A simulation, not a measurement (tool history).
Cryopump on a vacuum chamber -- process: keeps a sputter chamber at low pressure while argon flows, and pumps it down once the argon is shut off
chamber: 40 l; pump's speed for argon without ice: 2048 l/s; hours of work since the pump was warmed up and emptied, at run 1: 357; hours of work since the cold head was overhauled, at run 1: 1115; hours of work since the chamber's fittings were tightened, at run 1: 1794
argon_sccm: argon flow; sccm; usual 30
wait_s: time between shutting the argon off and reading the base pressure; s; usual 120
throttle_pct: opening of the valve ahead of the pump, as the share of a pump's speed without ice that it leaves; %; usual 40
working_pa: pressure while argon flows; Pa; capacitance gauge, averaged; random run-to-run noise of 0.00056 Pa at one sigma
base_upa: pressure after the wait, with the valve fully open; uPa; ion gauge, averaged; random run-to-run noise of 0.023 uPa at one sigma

run,day,argon_sccm,wait_s,throttle_pct,hours of work since the pump was warmed up and emptied,hours of work since the cold head was overhauled,hours of work since the chamber's fittings were tightened,working_pa,base_upa
1,0,30,120,40,357,1115,1794,0.0654,1.41
2,1.704,30,120,40,389,1146,1826,0.0654,1.39
3,3.271,30,120,40,418,1175,1855,0.065,1.46
4,4.512,30,120,40,441,1198,1878,0.0669,1.42
5,6.112,30,120,40,471,1228,1908,0.0662,1.39
6,7.65,30,120,40,499,1256,1936,0.066,1.48
7,8.771,19,120,40,520,1277,1957,0.042,1.47
8,10.029,19,120,40,543,1300,1980,0.0425,1.5
9,12.158,19,120,40,583,1340,2020,0.0428,1.55
10,14.458,19,120,40,625,1383,2062,0.043,1.57
11,15.708,15,120,40,649,1406,2086,0.0348,1.51
12,17.162,15,120,40,675,1433,2112,0.0348,1.59
13,18.542,15,120,40,701,1458,2138,0.0341,1.57
# day 20.508: pump warmed up, emptied and cooled again
14,21.262,15,120,40,14,1505,2185,0.032,1.41
15,22.867,33,55,40,44,1535,2214,0.0689,2.12
16,24.8,37,295,24,80,1570,2250,0.1288,1.09
17,27.025,29,21,40,121,1612,2291,0.0611,4.39
18,29.567,29,21,40,168,1659,2339,0.0614,4.27
19,31.079,29,21,40,196,1687,2367,0.0619,4.29
20,32.254,14,137,38,218,1709,2388,0.0317,1.5
21,34.246,14,137,38,255,1745,2425,0.0313,1.5
22,35.525,30,120,22,278,1769,2449,0.1132,1.59
23,36.712,30,120,22,300,1791,2471,0.114,1.58
24,39.358,43,31,49,349,1840,2520,0.0762,3.29
25,41.988,43,31,49,398,1889,2569,0.0773,3.37
26,44.038,18,151,29,436,1927,2607,0.0537,1.56
27,45.579,15,151,29,465,1956,2635,0.0444,1.61

Results per run with the tool's hidden condition removed, run-to-run variation unchanged:
Hidden state present: pump's speed, % of a pump's without ice; cold plate's temperature, K; leak into the chamber, uPa l/s; drift of the gauge itself on working_pa, %; drift of the gauge itself on base_upa, %.
run,working_pa,base_upa
1,0.062,0.76
2,0.0618,0.75
3,0.0611,0.77
4,0.0628,0.74
5,0.0619,0.72
6,0.0614,0.76
7,0.039,0.73
8,0.0394,0.75
9,0.0394,0.79
10,0.0394,0.76
11,0.0318,0.72
12,0.0316,0.75
13,0.0309,0.72
14,0.0316,0.73
15,0.0678,1.42
16,0.1274,0.37
17,0.0596,3.63
18,0.0597,3.52
19,0.06,3.51
20,0.0307,0.7
21,0.0302,0.69
22,0.1107,0.75
23,0.1113,0.75
24,0.0717,2.42
25,0.0723,2.46
26,0.0515,0.62
27,0.0424,0.64
